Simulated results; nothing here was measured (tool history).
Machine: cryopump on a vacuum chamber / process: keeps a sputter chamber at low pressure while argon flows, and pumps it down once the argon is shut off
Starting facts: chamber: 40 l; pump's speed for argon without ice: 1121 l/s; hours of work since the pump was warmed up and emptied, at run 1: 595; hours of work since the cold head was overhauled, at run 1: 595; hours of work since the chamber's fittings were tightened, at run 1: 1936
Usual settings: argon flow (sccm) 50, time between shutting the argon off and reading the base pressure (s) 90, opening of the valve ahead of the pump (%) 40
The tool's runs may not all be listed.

run	day	argon flow (sccm)	time between shutting the argon off and reading the base pressure (s)	opening of the valve ahead of the pump (%)	hours of work since the pump was warmed up and emptied	hours of work since the cold head was overhauled	hours of work since the chamber's fittings were tightened	pressure while argon flows (Pa)	pressure after the wait (uPa)
1	0.000	50	90	40	595	595	1936	0.2048	3.50
2	0.550	50	90	40	606	606	1947	0.2028	3.51
3	1.225	22	90	40	619	619	1960	0.0899	3.63
4	1.817	50	90	40	631	631	1972	0.2065	3.64
5	2.171	50	90	40	638	638	1979	0.2051	3.49
6	2.742	50	90	40	649	649	1990	0.2053	3.49
7	3.150	27	90	40	657	657	1998	0.1118	3.66
8	3.858	27	90	40	671	671	2012	0.1110	3.61
9	4.354	27	90	40	681	681	2022	0.1117	3.70
10	4.746	50	90	40	689	689	2030	0.2074	3.73
11	5.121	50	90	40	696	696	2037	0.2054	3.68
12	5.479	50	90	40	704	704	2044	0.2078	3.69
13	6.029	50	90	40	715	715	2055	0.2095	3.78
14	6.667	54	90	32	727	727	2068	0.2753	3.72
15	7.071	27	174	40	735	735	2076	0.1120	3.17
16	7.404	68	22	40	742	742	2083	0.2829	7.58
17	8.100	68	22	40	756	756	2096	0.2827	7.80
18	8.596	68	22	40	765	765	2106	0.2854	7.81
19	9.179	68	22	40	777	777	2118	0.2861	7.70
20	9.633	32	105	20	786	786	2127	0.2540	3.67
21	10.162	50	218	57	797	797	2137	0.1555	3.05
22	10.596	50	218	57	805	805	2146	0.1542	3.15
23	11.154	57	74	28	816	816	2157	0.3323	4.21
24	11.771	32	25	34	829	829	2169	0.1585	7.34
25	12.333	50	110	32	840	840	2181	0.2597	3.89
26	12.775	26	134	38	849	849	2189	0.1157	3.48

Here are 3 independent what-if runs from the current tool condition. What would each one return?
A	13.496	70	30	31	863	863	2204	?	?
B	13.496	23	212	40	863	863	2204	?	?
C	13.496	50	115	40	863	863	2204	?	?

run	pressure while argon flows (Pa)	pressure after the wait (uPa)
A	0.3721	6.74
B	0.0975	3.29
C	0.2122	3.78
Without the tool's unlogged condition, the same runs would have read:
run	pressure while argon flows (Pa)	pressure after the wait (uPa)
A	0.3379	4.24
B	0.0862	0.80
C	0.1877	1.30

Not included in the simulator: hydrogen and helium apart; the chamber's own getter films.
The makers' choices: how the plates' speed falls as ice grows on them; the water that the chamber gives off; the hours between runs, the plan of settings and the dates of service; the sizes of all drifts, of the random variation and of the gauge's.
